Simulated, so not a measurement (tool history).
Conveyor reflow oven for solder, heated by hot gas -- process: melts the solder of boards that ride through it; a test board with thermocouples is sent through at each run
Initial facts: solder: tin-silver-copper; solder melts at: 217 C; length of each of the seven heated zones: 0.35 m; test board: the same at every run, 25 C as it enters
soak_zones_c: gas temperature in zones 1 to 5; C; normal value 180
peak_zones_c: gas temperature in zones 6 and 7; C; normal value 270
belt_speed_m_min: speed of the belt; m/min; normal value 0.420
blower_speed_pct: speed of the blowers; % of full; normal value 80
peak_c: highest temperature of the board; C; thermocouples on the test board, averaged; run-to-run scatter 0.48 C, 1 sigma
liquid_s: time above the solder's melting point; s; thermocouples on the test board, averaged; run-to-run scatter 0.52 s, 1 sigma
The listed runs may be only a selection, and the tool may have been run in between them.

run   hour  soak_zones_c  peak_zones_c  belt_speed_m_min  blower_speed_pct  peak_c  liquid_s
  1    0.0           180           270             0.420                80   258.8      84.9
  2   11.9           180           270             0.420                80   258.9      83.6
  3   21.4           180           270             0.420                80   258.5      85.5
  4   32.6           180           270             0.420                80   258.5      84.0
  5   40.5           180           270             0.420                80   258.7      84.9
  6   51.1           180           270             0.420                80   258.1      84.5
  7   57.2           180           270             0.420                80   258.4      85.0
  8   64.8           180           270             0.420                80   257.9      84.9
  9   72.7           180           270             0.420                80   258.1      85.1
 10   80.8           180           270             0.420                80   258.1      84.4
 11   90.0           180           270             0.367                80   260.3      99.3
 12   99.5           183           270             0.420                80   259.1      85.7
 13  112.1           183           270             0.420                80   258.5      85.8
 14  123.5           183           270             0.420                80   259.3      86.7
 15  132.9           180           270             0.420                62   254.5      81.2
 16  145.3           180           270             0.420                62   254.2      81.1
 17  152.4           180           270             0.420                82   258.2      84.8
 18  161.4           180           283             0.478                80   266.1      78.1
 19  172.4           180           283             0.478                80   266.0      78.8
 20  178.9           180           283             0.478                80   266.2      78.3
 21  187.6           179           264             0.493                59   243.3      56.2
 22  196.2           180           271             0.477                80   255.5      72.1
     201.4  -- belt drive overhauled, speed set with a stopwatch
 23  212.3           180           271             0.477                80   255.1      72.0
 24  223.6           173           259             0.457                80   245.2      63.5
 25  236.5           173           259             0.457                80   245.7      63.7
 26  249.2           167           271             0.421                80   257.1      78.3
 27  257.8           175           271             0.357                80   262.3     101.8
 28  270.9           180           270             0.420                75   256.1      85.0
     281.2  -- belt drive overhauled, speed set with a stopwatch, once more
 29  286.1           183           275             0.420                61   258.4      84.4
 30  295.4           186           270             0.420                54   252.9      81.4
 31  305.9           186           270             0.420                54   253.4      81.5
 32  311.9           174           272             0.420                86   258.6      82.3

Had the tool no unlogged condition, and each run kept its random variation, what would the results have been?
Hidden conditions of the tool in this case: heat that the gas passes to the board, % of a clean oven's; belt's true speed, % of the reading; true gas temperature in zones 6 and 7 over the reading, C; drift of the gauge itself on peak_c, C; drift of the gauge itself on liquid_s, %.
run  peak_c  liquid_s
  1   260.5      85.6
  2   260.6      84.3
  3   260.3      86.3
  4   260.3      84.8
  5   260.5      85.7
  6   259.9      85.4
  7   260.2      85.8
  8   259.8      85.8
  9   260.1      86.0
 10   260.1      85.3
 11   262.3     100.1
 12   261.1      86.6
 13   260.6      86.7
 14   261.4      87.6
 15   256.6      82.5
 16   256.3      82.4
 17   260.5      85.9
 18   268.5      78.9
 19   268.5      79.6
 20   268.7      79.1
 21   245.6      58.4
 22   257.9      73.4
 23   257.5      73.1
 24   247.7      65.5
 25   248.3      65.8
 26   259.8      79.7
 27   264.9     102.7
 28   258.7      86.1
 29   261.3      86.7
 30   255.6      84.0
 31   256.2      84.2
 32   261.8      84.8

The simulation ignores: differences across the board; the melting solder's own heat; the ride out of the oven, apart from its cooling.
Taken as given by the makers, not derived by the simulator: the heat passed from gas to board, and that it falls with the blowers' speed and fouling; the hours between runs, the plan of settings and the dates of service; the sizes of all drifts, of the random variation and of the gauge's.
